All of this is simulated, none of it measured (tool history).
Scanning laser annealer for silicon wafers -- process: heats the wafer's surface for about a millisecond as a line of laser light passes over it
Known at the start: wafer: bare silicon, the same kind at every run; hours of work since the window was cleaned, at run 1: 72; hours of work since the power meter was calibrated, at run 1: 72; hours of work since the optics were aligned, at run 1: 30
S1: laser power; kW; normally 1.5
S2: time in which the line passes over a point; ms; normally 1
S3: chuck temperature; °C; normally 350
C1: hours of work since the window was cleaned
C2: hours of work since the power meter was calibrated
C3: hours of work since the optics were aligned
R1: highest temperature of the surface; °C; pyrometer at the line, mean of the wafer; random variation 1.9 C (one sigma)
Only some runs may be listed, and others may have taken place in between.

run	day	S1	S2	S3	C1	C2	C3	R1
1	0	1.5	1	350	72	72	30	1133
2	0.492	1.5	1	350	78	78	37	1127
3	0.812	1.5	1	367	83	83	41	1146
4	1.321	1.5	1	367	90	90	48	1147
5	1.783	1.5	1	367	96	96	55	1148
6	2.117	1.5	1	367	100	100	59	1150
7	2.733	1.5	1	319	109	109	68	1094
8	3.296	1.5	1	319	117	117	75	1098
9	3.896	1.5	1	319	125	125	84	1096
10	4.354	1.5	1	319	131	131	90	1097
11	4.962	1.5	1	350	139	139	98	1129

What does the tool deliver on the next run?
12	5.421	1.5	1	384	146	146	104	?

{"run 12": {"R1": 1166}}
If the tool had no hidden condition, the same run with the same run-to-run variation would have returned R1 1166 °C.
